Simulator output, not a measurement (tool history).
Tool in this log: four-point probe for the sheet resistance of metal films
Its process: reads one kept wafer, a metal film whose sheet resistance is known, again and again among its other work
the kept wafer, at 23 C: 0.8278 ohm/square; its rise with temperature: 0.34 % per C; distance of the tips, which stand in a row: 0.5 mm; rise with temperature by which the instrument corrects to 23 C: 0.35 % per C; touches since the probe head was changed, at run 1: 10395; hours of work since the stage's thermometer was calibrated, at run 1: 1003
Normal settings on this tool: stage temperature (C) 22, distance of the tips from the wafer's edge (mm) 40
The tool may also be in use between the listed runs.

run	hour	stage temperature (C)	distance of the tips from the wafer's edge (mm)	touches since the probe head was changed	hours of work since the stage's thermometer was calibrated	sheet resistance as the instrument gives it (ohm/square)
1	0	22	40	10395	1003	0.828128
2	40.6	22	40	12046	1021	0.82776
3	96.4	22	40	14321	1046	0.827779
4	121.4	22	8	15340	1058	0.829597
5	180.8	22	8	17757	1085	0.83
6	229.1	22	8	19725	1106	0.829291
7	289.1	22	8	22166	1134	0.829537
8	341.3	22	18	24290	1157	0.828196
9	370.2	22	18	25469	1170	0.827904
10	405.3	22	18	26895	1186	0.828385
11	444.9	19	40	28508	1204	0.828164
12	480.9	19	40	29977	1221	0.828465
13	508.7	19	40	31106	1233	0.828044
14	543.4	27	40	32520	1249	0.82722
15	592.5	29	40	34518	1271	0.827199
16	632.7	29	40	36158	1289	0.827477
17	667.3	22	40	37565	1305	0.827995
18	703.7	22	40	39048	1321	0.827868
19	761.9	22	40	41417	1348	0.827942
20	798.1	19	40	42891	1364	0.828267
21	844.9	22	40	44797	1385	0.827672
# hour 853.2: stage's thermometer calibrated
22	892.3	22	40	46704	18	0.827628
23	921.2	22	40	47883	31	0.82766
24	948.9	25	71	49010	43	0.827687
25	1001.7	25	71	51160	67	0.827502
26	1056.1	20	56	53376	92	0.827915
27	1096.7	22	4	55030	110	0.834713
28	1123	20	13	56099	122	0.828531
29	1176.2	23	23	58266	146	0.828005
30	1207.1	25	40	59524	160	0.827509
31	1239.2	29	57	60831	175	0.827262
32	1276	20	5	62331	192	0.832549
33	1317.8	27	5	64033	210	0.831652
34	1370.5	27	5	66175	234	0.831402
35	1402.5	22	4	67479	249	0.834906
36	1426.8	20	15	68468	260	0.828281
37	1480.2	32	13	70642	284	0.82718
38	1532.8	32	13	72785	308	0.827003
39	1567.6	24	21	74202	324	0.82772
40	1605.2	24	21	75733	341	0.827687
41	1641.1	24	21	77195	357	0.827567
42	1668.7	22	9	78317	369	0.829047
43	1701.6	31	40	79658	384	0.826883
44	1749.6	30	40	81614	406	0.82695
45	1805.6	26	40	83893	431	0.827193

3 ways to go on from here, each from the tool as it stands after run 45. What would each give?
A	1864.9	23	40	86307	458	?
B	1864.9	18	15	86307	458	?
C	1864.9	18	13	86307	458	?

run	sheet resistance as the instrument gives it (ohm/square)
A	0.827604
B	0.828675
C	0.828991
Had the tool no hidden state, the same runs would have come out as:
run	sheet resistance as the instrument gives it (ohm/square)
A	0.827812
B	0.828883
C	0.8292
